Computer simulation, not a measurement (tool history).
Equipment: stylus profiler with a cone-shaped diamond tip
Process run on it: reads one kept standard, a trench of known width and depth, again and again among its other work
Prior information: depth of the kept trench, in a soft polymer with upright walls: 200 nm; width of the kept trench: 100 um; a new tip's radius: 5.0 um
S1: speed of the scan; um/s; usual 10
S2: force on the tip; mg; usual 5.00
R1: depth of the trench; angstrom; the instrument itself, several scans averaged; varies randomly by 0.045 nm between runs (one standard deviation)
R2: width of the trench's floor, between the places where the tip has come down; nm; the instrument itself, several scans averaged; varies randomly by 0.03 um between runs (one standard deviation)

run	hour	S1	S2	R1	R2
1	0.0	10	5.00	2023.2	96360
2	12.4	10	5.00	2023.0	96410
3	27.8	2	5.00	2022.0	96390
4	34.2	2	5.00	2022.6	96370
5	43.9	2	5.00	2021.9	96310
6	54.5	2	5.00	2022.4	96300
7	65.2	10	5.00	2023.2	96330
8	77.4	10	4.02	2018.3	96320
9	87.6	4	4.02	2018.7	96330
10	103.4	10	1.87	2010.4	96300
11	111.1	10	1.87	2009.6	96280
12	120.1	10	1.87	2009.1	96330
13	127.1	10	1.87	2009.4	96280
14	135.6	10	1.87	2010.0	96260
15	146.6	10	1.87	2009.5	96260
16	156.0	12	5.00	2021.5	96310
17	166.9	2	11.55	2041.1	96290
18	178.8	3	10.17	2038.1	96260
19	187.4	6	1.93	2010.1	96280
20	203.2	2	4.60	2020.7	96290
21	212.5	7	4.37	2019.9	96200
22	220.8	13	12.87	2044.5	96230
23	234.0	29	2.54	2012.8	96190
24	244.9	17	5.00	2022.1	96170
25	254.9	17	5.00	2022.8	96180
26	266.3	19	2.27	2011.6	96150
27	274.3	3	9.34	2035.3	96150
28	284.7	3	9.34	2034.7	96170
29	296.2	24	2.93	2014.6	96110
30	302.9	10	2.83	2013.4	96180

Below, each run's measurement less what the same run would have read without the hidden state. Both values contain the same run-to-run variation, but the gauge's scatter may not be the same in both:
Hidden state present: radius of the tip, um; height scale over the true one, %; drift of the gauge itself on depth_nm, %; drift of the gauge itself on floor_um, %.
run	R1	R2
1	-3.2	-800
2	-3.2	-810
3	-3.4	-810
4	-3.3	-820
5	-3.3	-820
6	-3.4	-840
7	-3.4	-850
8	-3.5	-850
9	-3.5	-850
10	-3.5	-860
11	-3.6	-880
12	-3.6	-880
13	-3.6	-890
14	-3.6	-890
15	-3.7	-890
16	-3.7	-900
17	-3.8	-920
18	-3.8	-920
19	-3.8	-930
20	-3.8	-930
21	-3.8	-940
22	-4.0	-950
23	-4.0	-960
24	-4.0	-970
25	-4.0	-980
26	-4.0	-980
27	-4.1	-990
28	-4.1	-1000
29	-4.2	-1000
30	-4.1	-1010
